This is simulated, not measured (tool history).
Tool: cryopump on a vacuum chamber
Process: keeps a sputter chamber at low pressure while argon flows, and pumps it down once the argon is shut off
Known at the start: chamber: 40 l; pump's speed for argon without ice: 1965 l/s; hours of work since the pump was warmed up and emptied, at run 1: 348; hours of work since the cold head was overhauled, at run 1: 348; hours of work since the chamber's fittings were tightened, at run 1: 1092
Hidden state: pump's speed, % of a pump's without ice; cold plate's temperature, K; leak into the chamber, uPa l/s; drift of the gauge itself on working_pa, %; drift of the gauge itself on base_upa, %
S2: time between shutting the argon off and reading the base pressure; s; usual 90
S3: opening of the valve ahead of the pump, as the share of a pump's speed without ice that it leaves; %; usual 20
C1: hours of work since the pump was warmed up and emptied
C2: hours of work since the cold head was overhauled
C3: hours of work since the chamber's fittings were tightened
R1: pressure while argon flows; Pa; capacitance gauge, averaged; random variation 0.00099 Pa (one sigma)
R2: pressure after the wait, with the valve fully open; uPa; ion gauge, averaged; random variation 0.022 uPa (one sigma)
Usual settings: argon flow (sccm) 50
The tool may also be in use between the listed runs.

{"run": 1, "day": 0.0, "argon flow (sccm)": 50, "S2": 90, "S3": 20, "C1": 348, "C2": 348, "C3": 1092, "R1": 0.2226, "R2": 0.78}
{"run": 2, "day": 3.771, "argon flow (sccm)": 50, "S2": 90, "S3": 20, "C1": 404, "C2": 404, "C3": 1148, "R1": 0.2242, "R2": 0.79}
{"run": 3, "day": 6.846, "argon flow (sccm)": 50, "S2": 90, "S3": 20, "C1": 450, "C2": 450, "C3": 1194, "R1": 0.2243, "R2": 0.8}
{"run": 4, "day": 9.033, "argon flow (sccm)": 50, "S2": 265, "S3": 20, "C1": 482, "C2": 482, "C3": 1227, "R1": 0.2231, "R2": 0.49}
{"run": 5, "day": 11.725, "argon flow (sccm)": 50, "S2": 265, "S3": 20, "C1": 522, "C2": 522, "C3": 1267, "R1": 0.226, "R2": 0.48}
{"run": 6, "day": 16.862, "argon flow (sccm)": 50, "S2": 90, "S3": 20, "C1": 599, "C2": 599, "C3": 1343, "R1": 0.2272, "R2": 0.86}
{"run": 7, "day": 21.692, "argon flow (sccm)": 50, "S2": 90, "S3": 20, "C1": 670, "C2": 670, "C3": 1415, "R1": 0.2292, "R2": 0.87}
{"run": 8, "day": 23.992, "argon flow (sccm)": 50, "S2": 90, "S3": 20, "C1": 705, "C2": 705, "C3": 1449, "R1": 0.2302, "R2": 0.91}
{"run": 9, "day": 26.588, "argon flow (sccm)": 23, "S2": 90, "S3": 20, "C1": 743, "C2": 743, "C3": 1488, "R1": 0.1074, "R2": 0.93}
{"run": 10, "day": 31.704, "argon flow (sccm)": 35, "S2": 104, "S3": 42, "C1": 819, "C2": 819, "C3": 1564, "R1": 0.0854, "R2": 0.85}
{"run": 11, "day": 35.9, "argon flow (sccm)": 58, "S2": 33, "S3": 32, "C1": 882, "C2": 882, "C3": 1626, "R1": 0.1794, "R2": 1.78}
{"run": 12, "day": 39.083, "argon flow (sccm)": 58, "S2": 33, "S3": 32, "C1": 929, "C2": 929, "C3": 1674, "R1": 0.1815, "R2": 1.79}
{"day": 41.708, "done": "pump warmed up, emptied and cooled again"}
{"run": 13, "day": 41.9, "argon flow (sccm)": 58, "S2": 33, "S3": 32, "C1": 3, "C2": 968, "C3": 1713, "R1": 0.1572, "R2": 1.63}
{"run": 14, "day": 44.346, "argon flow (sccm)": 66, "S2": 67, "S3": 31, "C1": 39, "C2": 1004, "C3": 1749, "R1": 0.1857, "R2": 0.94}

4 ways to go on from here, each from the tool as it stands after run 14. What would each give?
{"run": "A", "day": 47.083, "argon flow (sccm)": 84, "S2": 90, "S3": 39, "C1": 80, "C2": 1045, "C3": 1790, "R1": "?", "R2": "?"}
{"run": "B", "day": 47.083, "argon flow (sccm)": 50, "S2": 90, "S3": 49, "C1": 80, "C2": 1045, "C3": 1790, "R1": "?", "R2": "?"}
{"run": "C", "day": 47.083, "argon flow (sccm)": 24, "S2": 67, "S3": 23, "C1": 80, "C2": 1045, "C3": 1790, "R1": "?", "R2": "?"}
{"run": "D", "day": 47.083, "argon flow (sccm)": 81, "S2": 159, "S3": 23, "C1": 80, "C2": 1045, "C3": 1790, "R1": "?", "R2": "?"}

run=A R1=0.189 R2=0.84
run=B R1=0.0902 R2=0.78
run=C R1=0.0904 R2=0.94
run=D R1=0.3037 R2=0.6
Without the tool's hidden state the same runs would have given:
run=A R1=0.1857 R2=0.65
run=B R1=0.0882 R2=0.59
run=C R1=0.0894 R2=0.75
run=D R1=0.3006 R2=0.41
